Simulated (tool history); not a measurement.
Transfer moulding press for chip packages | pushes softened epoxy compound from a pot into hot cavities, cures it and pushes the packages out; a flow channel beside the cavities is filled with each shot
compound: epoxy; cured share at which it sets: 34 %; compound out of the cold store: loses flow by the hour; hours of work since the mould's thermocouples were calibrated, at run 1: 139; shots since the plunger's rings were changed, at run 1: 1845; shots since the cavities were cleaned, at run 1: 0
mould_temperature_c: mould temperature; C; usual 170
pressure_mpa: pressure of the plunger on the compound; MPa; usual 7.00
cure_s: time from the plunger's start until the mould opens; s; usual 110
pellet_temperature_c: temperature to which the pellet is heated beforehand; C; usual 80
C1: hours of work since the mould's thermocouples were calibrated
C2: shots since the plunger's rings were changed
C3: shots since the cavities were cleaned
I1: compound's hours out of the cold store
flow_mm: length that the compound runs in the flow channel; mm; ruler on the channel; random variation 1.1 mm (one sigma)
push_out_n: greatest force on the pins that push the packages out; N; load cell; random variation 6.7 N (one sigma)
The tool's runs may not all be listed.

{"run": 1, "day": 0.0, "mould_temperature_c": 170, "pressure_mpa": 7.0, "cure_s": 110, "pellet_temperature_c": 80, "C1": 139, "C2": 1845, "C3": 0, "I1": 43.1, "flow_mm": 470, "push_out_n": 267}
{"run": 2, "day": 0.408, "mould_temperature_c": 170, "pressure_mpa": 7.0, "cure_s": 110, "pellet_temperature_c": 80, "C1": 143, "C2": 1912, "C3": 67, "I1": 32.6, "flow_mm": 488, "push_out_n": 336}
{"run": 3, "day": 0.742, "mould_temperature_c": 170, "pressure_mpa": 7.0, "cure_s": 110, "pellet_temperature_c": 80, "C1": 146, "C2": 1966, "C3": 121, "I1": 39.1, "flow_mm": 475, "push_out_n": 371}
{"run": 4, "day": 1.025, "mould_temperature_c": 170, "pressure_mpa": 7.0, "cure_s": 110, "pellet_temperature_c": 80, "C1": 149, "C2": 2013, "C3": 168, "I1": 37.9, "flow_mm": 479, "push_out_n": 397}
{"run": 5, "day": 1.25, "mould_temperature_c": 170, "pressure_mpa": 7.0, "cure_s": 90, "pellet_temperature_c": 80, "C1": 151, "C2": 2049, "C3": 204, "I1": 21.3, "flow_mm": 509, "push_out_n": 714}
{"run": 6, "day": 1.438, "mould_temperature_c": 164, "pressure_mpa": 7.0, "cure_s": 90, "pellet_temperature_c": 80, "C1": 153, "C2": 2080, "C3": 235, "I1": 30.8, "flow_mm": 507, "push_out_n": 1032}
{"run": 7, "day": 1.829, "mould_temperature_c": 164, "pressure_mpa": 7.0, "cure_s": 90, "pellet_temperature_c": 80, "C1": 157, "C2": 2144, "C3": 299, "I1": 8.5, "flow_mm": 552, "push_out_n": 1249}
{"run": 8, "day": 2.267, "mould_temperature_c": 168, "pressure_mpa": 7.0, "cure_s": 110, "pellet_temperature_c": 80, "C1": 161, "C2": 2215, "C3": 370, "I1": 18.6, "flow_mm": 518, "push_out_n": 607}
{"run": 9, "day": 2.717, "mould_temperature_c": 168, "pressure_mpa": 7.0, "cure_s": 110, "pellet_temperature_c": 80, "C1": 165, "C2": 2288, "C3": 443, "I1": 20.8, "flow_mm": 512, "push_out_n": 665}
{"run": 10, "day": 2.946, "mould_temperature_c": 170, "pressure_mpa": 5.34, "cure_s": 110, "pellet_temperature_c": 80, "C1": 167, "C2": 2326, "C3": 481, "I1": 15.2, "flow_mm": 455, "push_out_n": 566}
{"run": 11, "day": 3.246, "mould_temperature_c": 170, "pressure_mpa": 5.34, "cure_s": 110, "pellet_temperature_c": 80, "C1": 170, "C2": 2375, "C3": 530, "I1": 46.3, "flow_mm": 403, "push_out_n": 541}
{"run": 12, "day": 3.642, "mould_temperature_c": 170, "pressure_mpa": 5.34, "cure_s": 110, "pellet_temperature_c": 80, "C1": 174, "C2": 2439, "C3": 594, "I1": 17.4, "flow_mm": 451, "push_out_n": 598}
{"run": 13, "day": 3.879, "mould_temperature_c": 170, "pressure_mpa": 5.34, "cure_s": 110, "pellet_temperature_c": 80, "C1": 177, "C2": 2478, "C3": 633, "I1": 17.2, "flow_mm": 450, "push_out_n": 595}
{"run": 14, "day": 4.158, "mould_temperature_c": 170, "pressure_mpa": 5.34, "cure_s": 110, "pellet_temperature_c": 80, "C1": 179, "C2": 2524, "C3": 679, "I1": 8.0, "flow_mm": 468, "push_out_n": 610}
{"run": 15, "day": 4.371, "mould_temperature_c": 170, "pressure_mpa": 5.34, "cure_s": 110, "pellet_temperature_c": 80, "C1": 181, "C2": 2559, "C3": 714, "I1": 25.4, "flow_mm": 437, "push_out_n": 575}
{"day": 4.758, "done": "cavities cleaned with cleaning compound and waxed"}
{"run": 16, "day": 4.817, "mould_temperature_c": 170, "pressure_mpa": 5.34, "cure_s": 110, "pellet_temperature_c": 80, "C1": 185, "C2": 2621, "C3": 9, "I1": 15.6, "flow_mm": 454, "push_out_n": 746}
{"run": 17, "day": 5.021, "mould_temperature_c": 176, "pressure_mpa": 5.7, "cure_s": 131, "pellet_temperature_c": 80, "C1": 187, "C2": 2655, "C3": 43, "I1": 24.1, "flow_mm": 439, "push_out_n": 452}
{"run": 18, "day": 5.392, "mould_temperature_c": 176, "pressure_mpa": 5.7, "cure_s": 131, "pellet_temperature_c": 80, "C1": 191, "C2": 2715, "C3": 103, "I1": 19.4, "flow_mm": 447, "push_out_n": 438}
{"run": 19, "day": 5.658, "mould_temperature_c": 176, "pressure_mpa": 5.7, "cure_s": 131, "pellet_temperature_c": 80, "C1": 193, "C2": 2759, "C3": 147, "I1": 10.6, "flow_mm": 461, "push_out_n": 439}
{"day": 5.896, "done": "cavities cleaned with cleaning compound and waxed, once more"}
{"run": 20, "day": 5.946, "mould_temperature_c": 176, "pressure_mpa": 5.7, "cure_s": 131, "pellet_temperature_c": 80, "C1": 196, "C2": 2795, "C3": 8, "I1": 15.9, "flow_mm": 452, "push_out_n": 188}
{"run": 21, "day": 6.354, "mould_temperature_c": 171, "pressure_mpa": 6.22, "cure_s": 96, "pellet_temperature_c": 77, "C1": 200, "C2": 2862, "C3": 75, "I1": 11.2, "flow_mm": 495, "push_out_n": 478}
{"run": 22, "day": 6.779, "mould_temperature_c": 170, "pressure_mpa": 5.88, "cure_s": 110, "pellet_temperature_c": 82, "C1": 204, "C2": 2931, "C3": 144, "I1": 14.0, "flow_mm": 478, "push_out_n": 413}
{"run": 23, "day": 7.179, "mould_temperature_c": 163, "pressure_mpa": 6.47, "cure_s": 109, "pellet_temperature_c": 81, "C1": 208, "C2": 2997, "C3": 210, "I1": 26.4, "flow_mm": 495, "push_out_n": 732}
{"run": 24, "day": 7.608, "mould_temperature_c": 163, "pressure_mpa": 6.47, "cure_s": 109, "pellet_temperature_c": 81, "C1": 212, "C2": 3066, "C3": 279, "I1": 38.5, "flow_mm": 471, "push_out_n": 773}
{"run": 25, "day": 7.842, "mould_temperature_c": 171, "pressure_mpa": 5.55, "cure_s": 110, "pellet_temperature_c": 80, "C1": 214, "C2": 3105, "C3": 318, "I1": 36.4, "flow_mm": 422, "push_out_n": 450}
{"run": 26, "day": 8.029, "mould_temperature_c": 171, "pressure_mpa": 8.46, "cure_s": 141, "pellet_temperature_c": 80, "C1": 216, "C2": 3135, "C3": 348, "I1": 35.5, "flow_mm": 522, "push_out_n": 349}
{"run": 27, "day": 8.475, "mould_temperature_c": 169, "pressure_mpa": 6.03, "cure_s": 120, "pellet_temperature_c": 80, "C1": 220, "C2": 3208, "C3": 421, "I1": 46.2, "flow_mm": 429, "push_out_n": 444}
{"day": 8.817, "done": "plunger's sealing rings changed"}
{"run": 28, "day": 8.938, "mould_temperature_c": 169, "pressure_mpa": 6.03, "cure_s": 120, "pellet_temperature_c": 80, "C1": 224, "C2": 20, "C3": 480, "I1": 14.7, "flow_mm": 495, "push_out_n": 503}

Predict each of these 3 candidate next runs independently; none follows another, all start after run 28:
{"run": "A", "day": 9.179, "mould_temperature_c": 170, "pressure_mpa": 7.0, "cure_s": 110, "pellet_temperature_c": 77, "C1": 226, "C2": 59, "C3": 519, "I1": 33.2, "flow_mm": "?", "push_out_n": "?"}
{"run": "B", "day": 9.179, "mould_temperature_c": 170, "pressure_mpa": 8.56, "cure_s": 99, "pellet_temperature_c": 80, "C1": 226, "C2": 59, "C3": 519, "I1": 17.1, "flow_mm": "?", "push_out_n": "?"}
{"run": "C", "day": 9.179, "mould_temperature_c": 169, "pressure_mpa": 6.03, "cure_s": 117, "pellet_temperature_c": 80, "C1": 226, "C2": 59, "C3": 519, "I1": 30.2, "flow_mm": "?", "push_out_n": "?"}

run=A flow_mm=494 push_out_n=531
run=B flow_mm=584 push_out_n=700
run=C flow_mm=466 push_out_n=516
With no hidden state in the tool, these same runs would have given:
run=A flow_mm=496 push_out_n=267
run=B flow_mm=586 push_out_n=354
run=C flow_mm=467 push_out_n=262
